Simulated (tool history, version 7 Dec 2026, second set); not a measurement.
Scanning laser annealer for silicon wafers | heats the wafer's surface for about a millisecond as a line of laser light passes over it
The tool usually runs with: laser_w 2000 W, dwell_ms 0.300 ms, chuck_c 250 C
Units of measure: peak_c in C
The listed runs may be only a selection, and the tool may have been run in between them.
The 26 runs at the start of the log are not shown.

| run | hour | laser_w | dwell_ms | chuck_c | hours of work since the window was cleaned | hours of work since the power meter was calibrated | hours of work since the optics were aligned | peak_c |
|---|---|---|---|---|---|---|---|---|
| 27 | 184.0 | 1873 | 0.299 | 214 | 27 | 291 | 103 | 986 |
| 28 | 191.9 | 1854 | 0.282 | 217 | 32 | 297 | 108 | 954 |
| 29 | 198.1 | 1837 | 0.282 | 217 | 37 | 301 | 112 | 944 |
| 30 | 207.1 | 1720 | 0.212 | 238 | 43 | 307 | 119 | 818 |
| 31 | 214.7 | 2000 | 0.351 | 250 | 48 | 312 | 124 | 1154 |
| 32 | 224.1 | 1727 | 0.267 | 262 | 55 | 319 | 130 | 915 |
| 33 | 228.1 | 1727 | 0.267 | 262 | 57 | 322 | 133 | 917 |
| 34 | 234.3 | 1959 | 0.262 | 213 | 62 | 326 | 137 | 968 |
| 35 | 242.9 | 2000 | 0.303 | 288 | 68 | 332 | 143 | 1125 |
| 36 | 248.7 | 2000 | 0.312 | 214 | 72 | 336 | 147 | 1063 |
| 37 | 256.4 | 2000 | 0.312 | 214 | 77 | 341 | 153 | 1064 |
| 38 | 264.7 | 2000 | 0.210 | 214 | 83 | 347 | 158 | 905 |
| 39 | 270.4 | 2104 | 0.261 | 221 | 87 | 351 | 162 | 1044 |
| 40 | 276.9 | 2000 | 0.266 | 238 | 91 | 355 | 167 | 1019 |

Below are 5 alternative next runs, each starting from the tool's condition after run 40. Predict each:
| A | 285.1 | 2145 | 0.345 | 218 | 97 | 361 | 172 | ? |
| B | 285.1 | 2000 | 0.300 | 228 | 97 | 361 | 172 | ? |
| C | 285.1 | 1989 | 0.298 | 267 | 97 | 361 | 172 | ? |
| D | 285.1 | 2000 | 0.375 | 238 | 97 | 361 | 172 | ? |
| E | 285.1 | 1899 | 0.372 | 226 | 97 | 361 | 172 | ? |

| run | peak_c |
|---|---|
| A | 1190 |
| B | 1057 |
| C | 1091 |
| D | 1172 |
| E | 1098 |
With no hidden state in the tool, these same runs would have given:
| run | peak_c |
|---|---|
| A | 1199 |
| B | 1065 |
| C | 1099 |
| D | 1181 |
| E | 1107 |
